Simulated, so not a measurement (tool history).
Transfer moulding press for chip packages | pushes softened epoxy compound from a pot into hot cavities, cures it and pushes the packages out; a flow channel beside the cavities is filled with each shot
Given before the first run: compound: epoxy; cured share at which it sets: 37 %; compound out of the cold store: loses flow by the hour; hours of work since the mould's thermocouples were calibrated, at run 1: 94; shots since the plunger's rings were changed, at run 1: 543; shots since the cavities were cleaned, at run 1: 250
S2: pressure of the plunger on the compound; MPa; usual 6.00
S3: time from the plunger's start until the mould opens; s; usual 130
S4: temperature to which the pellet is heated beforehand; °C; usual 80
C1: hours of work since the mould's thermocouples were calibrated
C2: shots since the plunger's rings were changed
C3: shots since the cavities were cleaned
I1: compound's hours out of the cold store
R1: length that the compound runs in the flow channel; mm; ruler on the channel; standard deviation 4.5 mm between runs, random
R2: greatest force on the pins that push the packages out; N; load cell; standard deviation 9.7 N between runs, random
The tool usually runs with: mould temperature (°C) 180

run 1 hour=0.0 | mould_temperature_(°C)=180 S2=6.00 S3=130 S4=80 | C1=94 C2=543 C3=250 | I1=28.7 | R1=808 R2=443
-- hour=33.4 cavities cleaned with cleaning compound and waxed
run 2 hour=47.1 | mould_temperature_(°C)=180 S2=6.00 S3=130 S4=80 | C1=130 C2=1031 C3=146 | I1=35.1 | R1=789 R2=440
-- hour=90.9 cavities cleaned with cleaning compound and waxed
run 3 hour=115.2 | mould_temperature_(°C)=180 S2=6.00 S3=130 S4=80 | C1=183 C2=1743 C3=260 | I1=17.2 | R1=861 R2=450
-- hour=150.1 cavities cleaned with cleaning compound and waxed
run 4 hour=180.3 | mould_temperature_(°C)=180 S2=6.00 S3=130 S4=80 | C1=233 C2=2424 C3=324 | I1=26.3 | R1=824 R2=426
-- hour=209.6 cavities cleaned with cleaning compound and waxed
run 5 hour=215.3 | mould_temperature_(°C)=172 S2=6.00 S3=130 S4=80 | C1=260 C2=2782 C3=61 | I1=31.8 | R1=831 R2=600
run 6 hour=259.0 | mould_temperature_(°C)=172 S2=6.00 S3=130 S4=80 | C1=294 C2=3249 C3=528 | I1=18.2 | R1=881 R2=612
-- hour=270.1 cavities cleaned with cleaning compound and waxed
-- hour=331.2 cavities cleaned with cleaning compound and waxed
run 7 hour=338.7 | mould_temperature_(°C)=176 S2=6.00 S3=130 S4=80 | C1=355 C2=4069 C3=81 | I1=16.9 | R1=879 R2=494
-- hour=389.8 cavities cleaned with cleaning compound and waxed
run 8 hour=421.2 | mould_temperature_(°C)=176 S2=6.00 S3=130 S4=80 | C1=419 C2=4935 C3=336 | I1=44.1 | R1=771 R2=471
-- hour=443.4 mould's thermocouples calibrated
-- hour=452.0 cavities cleaned with cleaning compound and waxed
run 9 hour=472.0 | mould_temperature_(°C)=176 S2=6.00 S3=130 S4=80 | C1=21 C2=5440 C3=214 | I1=43.6 | R1=771 R2=481
-- hour=509.5 cavities cleaned with cleaning compound and waxed
-- hour=556.3 plunger's sealing rings changed
run 10 hour=556.3 | mould_temperature_(°C)=176 S2=6.00 S3=130 S4=80 | C1=85 C2=0 C3=474 | I1=19.8 | R1=862 R2=495
-- hour=571.2 cavities cleaned with cleaning compound and waxed
run 11 hour=617.8 | mould_temperature_(°C)=180 S2=6.00 S3=130 S4=80 | C1=132 C2=640 C3=498 | I1=19.6 | R1=856 R2=450
-- hour=630.1 cavities cleaned with cleaning compound and waxed
run 12 hour=659.6 | mould_temperature_(°C)=184 S2=6.00 S3=130 S4=80 | C1=164 C2=1072 C3=315 | I1=9.4 | R1=875 R2=441
-- hour=687.1 cavities cleaned with cleaning compound and waxed
run 13 hour=711.8 | mould_temperature_(°C)=184 S2=6.00 S3=130 S4=80 | C1=204 C2=1614 C3=264 | I1=41.7 | R1=755 R2=416
-- hour=746.2 cavities cleaned with cleaning compound and waxed
run 14 hour=782.6 | mould_temperature_(°C)=180 S2=4.70 S3=130 S4=83 | C1=259 C2=2355 C3=389 | I1=43.0 | R1=686 R2=424
-- hour=805.4 cavities cleaned with cleaning compound and waxed
run 15 hour=855.9 | mould_temperature_(°C)=183 S2=5.13 S3=130 S4=83 | C1=316 C2=3123 C3=540 | I1=27.7 | R1=745 R2=427
-- hour=863.7 cavities cleaned with cleaning compound and waxed
run 16 hour=909.3 | mould_temperature_(°C)=178 S2=4.71 S3=130 S4=81 | C1=357 C2=3677 C3=487 | I1=16.8 | R1=766 R2=465
-- hour=924.4 cavities cleaned with cleaning compound and waxed
run 17 hour=973.2 | mould_temperature_(°C)=188 S2=7.36 S3=148 S4=90 | C1=406 C2=4345 C3=522 | I1=27.7 | R1=872 R2=402
-- hour=981.5 cavities cleaned with cleaning compound and waxed
-- hour=1014.4 mould's thermocouples calibrated
-- hour=1042.4 cavities cleaned with cleaning compound and waxed
run 18 hour=1059.0 | mould_temperature_(°C)=174 S2=7.36 S3=119 S4=90 | C1=34 C2=5209 C3=178 | I1=24.3 | R1=941 R2=601
-- hour=1101.1 cavities cleaned with cleaning compound and waxed
run 19 hour=1104.3 | mould_temperature_(°C)=174 S2=7.36 S3=119 S4=90 | C1=69 C2=5677 C3=34 | I1=10.9 | R1=995 R2=643
-- hour=1158.6 cavities cleaned with cleaning compound and waxed
-- hour=1167.3 plunger's sealing rings changed
run 20 hour=1168.3 | mould_temperature_(°C)=174 S2=7.36 S3=133 S4=90 | C1=116 C2=10 C3=76 | I1=42.4 | R1=868 R2=492
-- hour=1219.9 cavities cleaned with cleaning compound and waxed
run 21 hour=1223.2 | mould_temperature_(°C)=174 S2=7.36 S3=133 S4=90 | C1=158 C2=582 C3=36 | I1=32.4 | R1=903 R2=507
-- hour=1277.1 cavities cleaned with cleaning compound and waxed
run 22 hour=1281.3 | mould_temperature_(°C)=180 S2=6.00 S3=124 S4=72 | C1=203 C2=1187 C3=45 | I1=24.7 | R1=820 R2=463
-- hour=1333.4 cavities cleaned with cleaning compound and waxed
run 23 hour=1349.4 | mould_temperature_(°C)=184 S2=6.00 S3=130 S4=88 | C1=256 C2=1899 C3=171 | I1=47.5 | R1=737 R2=405
-- hour=1390.8 cavities cleaned with cleaning compound and waxed
run 24 hour=1415.4 | mould_temperature_(°C)=180 S2=7.09 S3=130 S4=80 | C1=307 C2=2588 C3=263 | I1=42.2 | R1=836 R2=438
-- hour=1448.8 cavities cleaned with cleaning compound and waxed
run 25 hour=1464.9 | mould_temperature_(°C)=180 S2=6.00 S3=148 S4=80 | C1=345 C2=3102 C3=172 | I1=31.9 | R1=807 R2=403

Each row is a separate what-if for the run after 25, all from the same tool condition, not one after another. Results?
-- hour=1505.9 cavities cleaned with cleaning compound and waxed
run A hour=1531.3 | mould_temperature_(°C)=174 S2=6.00 S3=130 S4=80 | C1=396 C2=3795 C3=271 | I1=43.2 | R1=? R2=?
-- hour=1505.9 cavities cleaned with cleaning compound and waxed
run B hour=1531.3 | mould_temperature_(°C)=177 S2=6.00 S3=150 S4=80 | C1=396 C2=3795 C3=271 | I1=46.5 | R1=? R2=?
-- hour=1505.9 cavities cleaned with cleaning compound and waxed
run C hour=1531.3 | mould_temperature_(°C)=183 S2=6.00 S3=128 S4=84 | C1=396 C2=3795 C3=271 | I1=27.1 | R1=? R2=?
-- hour=1505.9 cavities cleaned with cleaning compound and waxed
run D hour=1531.3 | mould_temperature_(°C)=180 S2=6.00 S3=148 S4=70 | C1=396 C2=3795 C3=271 | I1=32.9 | R1=? R2=?

run=A R1=773 R2=515
run=B R1=761 R2=421
run=C R1=805 R2=418
run=D R1=801 R2=401
With no hidden state in the tool, these same runs would have given:
run=A R1=774 R2=510
run=B R1=762 R2=417
run=C R1=806 R2=414
run=D R1=802 R2=397
